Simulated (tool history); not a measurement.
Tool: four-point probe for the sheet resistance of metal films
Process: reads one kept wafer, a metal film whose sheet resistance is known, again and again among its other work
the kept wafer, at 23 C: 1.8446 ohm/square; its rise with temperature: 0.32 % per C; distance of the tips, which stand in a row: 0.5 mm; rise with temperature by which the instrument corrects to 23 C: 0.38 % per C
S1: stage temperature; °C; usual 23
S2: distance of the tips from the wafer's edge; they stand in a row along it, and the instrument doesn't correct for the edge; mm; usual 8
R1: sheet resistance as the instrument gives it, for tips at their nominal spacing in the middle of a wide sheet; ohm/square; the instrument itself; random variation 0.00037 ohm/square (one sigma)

Run 1, hour 0.0: usual settings. Result: R1 1.852672 ohm/square.
Run 2, hour 31.4: usual settings. Result: R1 1.852627 ohm/square.
Run 3, hour 63.9: usual settings. Result: R1 1.853029 ohm/square.
Run 4, hour 100.2: usual settings. Result: R1 1.852681 ohm/square.
Run 5, hour 131.9: usual settings but S1 29 °C. Result: R1 1.846661 ohm/square.
Run 6, hour 172.2: usual settings but S1 29 °C. Result: R1 1.846555 ohm/square.
Run 7, hour 204.6: usual settings but S1 29 °C. Result: R1 1.846171 ohm/square.
Run 8, hour 230.6: usual settings but S1 29 °C. Result: R1 1.846036 ohm/square.
Run 9, hour 261.5: usual settings but S1 21 °C. Result: R1 1.856121 ohm/square.
At hour 264.3: stage's thermometer calibrated.
Run 10, hour 293.0: usual settings. Result: R1 1.853583 ohm/square.
Run 11, hour 315.1: usual settings but S1 26 °C, S2 15 mm. Result: R1 1.847667 ohm/square.
Run 12, hour 342.3: usual settings but S1 32 °C, S2 50 mm. Result: R1 1.839301 ohm/square.
Run 13, hour 363.1: usual settings but S2 10 mm. Result: R1 1.852354 ohm/square.
Run 14, hour 381.2: usual settings but S1 26 °C, S2 69 mm. Result: R1 1.846188 ohm/square.
Run 15, hour 416.6: usual settings but S1 22 °C, S2 47 mm. Result: R1 1.850335 ohm/square.
Run 16, hour 438.2: usual settings but S1 18 °C, S2 24 mm. Result: R1 1.855589 ohm/square.
At hour 462.3: stage's thermometer calibrated, once more.
Run 17, hour 469.3: usual settings but S1 18 °C, S2 5 mm. Result: R1 1.860762 ohm/square.
Run 18, hour 489.6: usual settings but S2 56 mm. Result: R1 1.844949 ohm/square.
Run 19, hour 518.3: usual settings but S1 33 °C, S2 4 mm. Result: R1 1.849676 ohm/square.

Forecast each of these 3 alternatives for the next run:
Run A, hour 541.6: usual settings but S1 19 °C, S2 40 mm. Result: R1 ?.
Run B, hour 541.6: usual settings but S1 19 °C, S2 10 mm. Result: R1 ?.
Run C, hour 541.6: usual settings but S1 28 °C, S2 9 mm. Result: R1 ?.

run        R1
  A  1.850032
  B  1.852774
  C  1.843425
Without the tool's hidden state the same runs would have given:
run        R1
  A  1.849106
  B  1.851846
  C  1.842507
